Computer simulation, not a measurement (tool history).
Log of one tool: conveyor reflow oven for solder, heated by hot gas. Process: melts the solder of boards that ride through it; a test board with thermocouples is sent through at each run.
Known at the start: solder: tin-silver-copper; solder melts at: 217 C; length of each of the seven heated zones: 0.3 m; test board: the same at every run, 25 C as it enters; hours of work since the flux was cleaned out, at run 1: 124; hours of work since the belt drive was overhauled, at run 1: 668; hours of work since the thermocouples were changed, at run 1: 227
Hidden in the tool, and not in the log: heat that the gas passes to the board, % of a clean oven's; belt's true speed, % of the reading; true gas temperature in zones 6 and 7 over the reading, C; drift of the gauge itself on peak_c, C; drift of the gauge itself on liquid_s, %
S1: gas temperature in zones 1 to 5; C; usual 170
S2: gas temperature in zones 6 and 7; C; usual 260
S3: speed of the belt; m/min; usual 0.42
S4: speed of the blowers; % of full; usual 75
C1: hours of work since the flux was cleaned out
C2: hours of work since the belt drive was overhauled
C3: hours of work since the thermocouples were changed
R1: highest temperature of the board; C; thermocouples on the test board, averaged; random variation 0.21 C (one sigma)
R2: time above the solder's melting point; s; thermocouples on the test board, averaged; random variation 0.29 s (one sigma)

| run | hour | S1 | S2 | S3 | S4 | C1 | C2 | C3 | R1 | R2 |
|---|---|---|---|---|---|---|---|---|---|---|
| 1 | 0 | 170 | 260 | 0.42 | 75 | 124 | 668 | 227 | 244.8 | 57.6 |
| 2 | 51.9 | 170 | 260 | 0.42 | 75 | 164 | 708 | 267 | 244.7 | 57.2 |
| 3 | 102.4 | 170 | 260 | 0.42 | 75 | 203 | 747 | 306 | 244.2 | 55.9 |
| 4 | 142.2 | 170 | 260 | 0.42 | 75 | 234 | 778 | 337 | 244.1 | 56.1 |
|  | 176.3 | belt drive overhauled, speed set with a stopwatch |
| 5 | 202.4 | 170 | 260 | 0.42 | 75 | 277 | 20 | 380 | 243.6 | 55.9 |
| 6 | 248.3 | 157 | 260 | 0.42 | 75 | 312 | 56 | 416 | 240.9 | 47.8 |
|  | 340.3 | flux residue cleaned out of gas plates and filters |
| 7 | 340.3 | 170 | 260 | 0.42 | 75 | 0 | 123 | 483 | 245.7 | 59 |
| 8 | 427.5 | 170 | 260 | 0.42 | 75 | 67 | 190 | 550 | 244.8 | 58.1 |
| 9 | 513.9 | 170 | 260 | 0.42 | 75 | 134 | 256 | 617 | 244.3 | 57.7 |
|  | 572 | belt drive overhauled, speed set with a stopwatch, once more |
| 10 | 592 | 170 | 260 | 0.42 | 56 | 191 | 15 | 674 | 239.2 | 47.2 |
| 11 | 641.7 | 170 | 260 | 0.42 | 90 | 229 | 54 | 712 | 245 | 57 |
| 12 | 686.6 | 170 | 260 | 0.376 | 75 | 264 | 88 | 747 | 245.4 | 64.8 |
| 13 | 726 | 170 | 260 | 0.42 | 75 | 294 | 119 | 777 | 242.1 | 52.6 |
| 14 | 777.9 | 170 | 251 | 0.42 | 75 | 334 | 159 | 817 | 234 | 42.3 |
|  | 843.5 | flux residue cleaned out of gas plates and filters |
| 15 | 865.5 | 170 | 251 | 0.42 | 75 | 17 | 222 | 881 | 236.8 | 48.1 |
| 16 | 907.4 | 170 | 272 | 0.38 | 72 | 49 | 255 | 913 | 257.1 | 74.4 |
| 17 | 956 | 168 | 253 | 0.38 | 72 | 87 | 292 | 951 | 239.4 | 57.4 |
| 18 | 1040.6 | 177 | 249 | 0.461 | 70 | 152 | 357 | 1016 | 232.1 | 37.4 |
| 19 | 1089.1 | 177 | 249 | 0.461 | 70 | 189 | 395 | 1053 | 231.1 | 36.8 |
| 20 | 1165.4 | 170 | 250 | 0.42 | 75 | 248 | 454 | 1112 | 233.4 | 42.8 |
|  | 1247.4 | thermocouples of zones 6 and 7 changed |
| 21 | 1254.2 | 162 | 260 | 0.431 | 89 | 315 | 520 | 5 | 242.5 | 50.5 |
| 22 | 1318.5 | 157 | 273 | 0.377 | 83 | 365 | 570 | 55 | 256.5 | 69.4 |
|  | 1342.8 | flux residue cleaned out of gas plates and filters |
| 23 | 1378.5 | 170 | 252 | 0.497 | 66 | 27 | 612 | 97 | 231.9 | 31.8 |
| 24 | 1414.8 | 170 | 252 | 0.497 | 66 | 55 | 640 | 125 | 231.6 | 31.1 |
| 25 | 1476.3 | 176 | 251 | 0.355 | 84 | 103 | 688 | 173 | 242.9 | 72.6 |
| 26 | 1539.1 | 172 | 266 | 0.42 | 75 | 151 | 736 | 221 | 250.4 | 62.4 |
| 27 | 1592.7 | 172 | 266 | 0.42 | 75 | 193 | 778 | 262 | 249.7 | 62.1 |
|  | 1623.6 | belt drive overhauled, speed set with a stopwatch |
| 28 | 1669.2 | 172 | 266 | 0.42 | 75 | 248 | 35 | 318 | 249.1 | 60 |
| 29 | 1739 | 172 | 266 | 0.42 | 75 | 302 | 89 | 372 | 248 | 59.5 |
| 30 | 1776.4 | 172 | 266 | 0.42 | 75 | 331 | 118 | 401 | 247.7 | 58.5 |

Forecast each of these 3 alternatives for the next run:
|  | 1848.4 | flux residue cleaned out of gas plates and filters |
| A | 1850.3 | 182 | 272 | 0.42 | 75 | 2 | 171 | 454 | ? | ? |
|  | 1848.4 | flux residue cleaned out of gas plates and filters |
| B | 1850.3 | 172 | 266 | 0.478 | 75 | 2 | 171 | 454 | ? | ? |
|  | 1848.4 | flux residue cleaned out of gas plates and filters |
| C | 1850.3 | 160 | 260 | 0.42 | 75 | 2 | 171 | 454 | ? | ? |

| run | R1 | R2 |
|---|---|---|
| A | 257.5 | 71.9 |
| B | 246.9 | 50.7 |
| C | 243.7 | 52 |
Without the tool's hidden state the same runs would have given:
| run | R1 | R2 |
|---|---|---|
| A | 258.2 | 72.1 |
| B | 247.6 | 51.1 |
| C | 244.4 | 52.6 |

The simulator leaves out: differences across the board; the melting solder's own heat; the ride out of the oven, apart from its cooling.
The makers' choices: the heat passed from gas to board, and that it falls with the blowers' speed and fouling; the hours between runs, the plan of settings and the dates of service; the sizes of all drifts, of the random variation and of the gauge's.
